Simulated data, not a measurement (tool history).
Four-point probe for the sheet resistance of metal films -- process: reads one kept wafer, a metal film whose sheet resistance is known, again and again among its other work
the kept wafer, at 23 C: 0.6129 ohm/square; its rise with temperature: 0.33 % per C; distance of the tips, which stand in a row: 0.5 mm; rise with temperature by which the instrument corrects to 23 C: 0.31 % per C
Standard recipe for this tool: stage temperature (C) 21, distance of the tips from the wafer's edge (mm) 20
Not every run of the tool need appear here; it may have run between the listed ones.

run	hour	stage temperature (C)	distance of the tips from the wafer's edge (mm)	sheet resistance as the instrument gives it (ohm/square)
1	0.0	21	20	0.607731
2	38.6	21	20	0.607625
3	109.3	21	20	0.607534
4	171.0	21	20	0.607799
5	208.1	21	20	0.608013
6	269.6	21	20	0.607967
7	322.4	25	20	0.608258
8	363.4	25	20	0.608245
9	399.9	21	63	0.607547
10	448.4	21	15	0.607875
11	486.4	21	20	0.607938
12	545.1	21	20	0.607814
13	614.9	21	20	0.608050
14	674.9	21	20	0.607984
15	733.6	21	20	0.607905
16	803.6	21	20	0.608021
17	839.5	21	20	0.607878
18	902.9	21	20	0.607846
19	957.4	21	20	0.607862
20	1005.6	21	20	0.607903
21	1064.4	21	20	0.607637
22	1101.8	21	20	0.608122
23	1161.5	21	20	0.608351
24	1192.6	19	7	0.609000
25	1253.8	32	6	0.611320
26	1304.2	18	19	0.607664
27	1368.5	24	4	0.613354
# hour 1373.4: stage's thermometer calibrated
28	1400.1	31	18	0.608831
29	1462.5	21	4	0.612542
30	1499.4	21	8	0.608862
31	1544.0	21	8	0.608779
32	1608.6	21	8	0.608874
33	1658.9	23	8	0.609135
34	1707.7	28	5	0.611462
# hour 1731.1: stage's thermometer calibrated, once more
35	1738.3	28	5	0.613112
36	1774.6	26	56	0.609707
37	1834.5	22	5	0.612040
38	1877.8	22	5	0.612302
39	1942.0	25	7	0.611246
40	2005.5	22	7	0.610562
41	2046.9	22	7	0.610855
42	2099.1	22	7	0.610868
43	2145.7	27	44	0.610066
44	2193.1	18	6	0.611148
45	2224.6	18	6	0.611053
46	2289.1	18	6	0.610833

3 ways to go on from here, each from the tool as it stands after run 46. What would each give?
A	2352.7	34	8	?
B	2352.7	21	11	?
C	2352.7	28	5	?

run	sheet resistance as the instrument gives it (ohm/square)
A	0.611788
B	0.609651
C	0.613171
Stripped of hidden state, with their random variation kept, the same runs would have yielded:
run	sheet resistance as the instrument gives it (ohm/square)
A	0.615401
B	0.613255
C	0.616794

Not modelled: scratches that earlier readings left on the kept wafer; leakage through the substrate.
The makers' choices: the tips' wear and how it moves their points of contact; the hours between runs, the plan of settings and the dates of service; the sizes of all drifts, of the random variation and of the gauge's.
